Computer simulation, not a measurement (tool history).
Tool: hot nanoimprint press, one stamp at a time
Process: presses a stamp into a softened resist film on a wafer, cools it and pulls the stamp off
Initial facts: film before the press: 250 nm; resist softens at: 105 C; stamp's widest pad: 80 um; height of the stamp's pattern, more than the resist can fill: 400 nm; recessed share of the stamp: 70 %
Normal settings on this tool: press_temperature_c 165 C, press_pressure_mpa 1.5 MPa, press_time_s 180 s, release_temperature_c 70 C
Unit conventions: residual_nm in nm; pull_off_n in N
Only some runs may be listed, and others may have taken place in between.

Run 1, hour 0: usual settings. Result: residual_nm 109.1 nm, pull_off_n 128 N.
Run 2, hour 7.4: usual settings. Result: residual_nm 109.7 nm, pull_off_n 126 N.
Run 3, hour 15: usual settings. Result: residual_nm 109.6 nm, pull_off_n 130 N.
At hour 25.5: stamp cleaned and given a new release coat.
Run 4, hour 28.4: usual settings. Result: residual_nm 109.6 nm, pull_off_n 127 N.
Run 5, hour 33.6: usual settings. Result: residual_nm 109.6 nm, pull_off_n 127 N.
Run 6, hour 38.3: usual settings. Result: residual_nm 109.8 nm, pull_off_n 126 N.
Run 7, hour 45.6: usual settings. Result: residual_nm 109.6 nm, pull_off_n 126 N.
Run 8, hour 50.8: usual settings but press_temperature_c 159 C. Result: residual_nm 145.8 nm, pull_off_n 127 N.
Run 9, hour 58.2: usual settings but release_temperature_c 67 C. Result: residual_nm 110.9 nm, pull_off_n 136 N.
Run 10, hour 64.4: usual settings but release_temperature_c 67 C. Result: residual_nm 109.1 nm, pull_off_n 133 N.
Run 11, hour 73: usual settings. Result: residual_nm 109.1 nm, pull_off_n 127 N.
Run 12, hour 78.2: usual settings. Result: residual_nm 109.5 nm, pull_off_n 127 N.
Run 13, hour 87.1: usual settings but press_temperature_c 176 C. Result: residual_nm 62.7 nm, pull_off_n 126 N.
Run 14, hour 93.7: usual settings but press_temperature_c 176 C. Result: residual_nm 63.3 nm, pull_off_n 126 N.
Run 15, hour 100.9: usual settings but press_temperature_c 176 C. Result: residual_nm 62.6 nm, pull_off_n 125 N.
Run 16, hour 107.5: usual settings but press_temperature_c 174 C, press_pressure_mpa 1.27 MPa, press_time_s 161 s, release_temperature_c 63 C. Result: residual_nm 78.8 nm, pull_off_n 145 N.
Run 17, hour 113.3: usual settings but press_temperature_c 155 C, release_temperature_c 76 C. Result: residual_nm 170 nm, pull_off_n 112 N.
Run 18, hour 121.2: usual settings but press_temperature_c 158 C, press_time_s 231 s. Result: residual_nm 140.1 nm, pull_off_n 129 N.
Run 19, hour 127.3: usual settings but press_temperature_c 158 C, press_time_s 231 s. Result: residual_nm 138.4 nm, pull_off_n 127 N.
Run 20, hour 132.9: usual settings but press_temperature_c 158 C, press_pressure_mpa 1.38 MPa, press_time_s 231 s. Result: residual_nm 144.1 nm, pull_off_n 125 N.
Run 21, hour 140.2: usual settings but press_temperature_c 158 C, press_pressure_mpa 1.38 MPa, press_time_s 231 s. Result: residual_nm 142.7 nm, pull_off_n 126 N.

Forecast run 22:
Run 22, hour 146.7: usual settings but press_temperature_c 158 C, press_pressure_mpa 1.38 MPa, press_time_s 231 s. Result: residual_nm ?, pull_off_n ?.

{"run 22": {"residual_nm": 142.2, "pull_off_n": 130}}
Were there no unlogged condition in the tool, this run, its random variation unchanged, would have produced residual_nm 143.9 nm, pull_off_n 129 N.

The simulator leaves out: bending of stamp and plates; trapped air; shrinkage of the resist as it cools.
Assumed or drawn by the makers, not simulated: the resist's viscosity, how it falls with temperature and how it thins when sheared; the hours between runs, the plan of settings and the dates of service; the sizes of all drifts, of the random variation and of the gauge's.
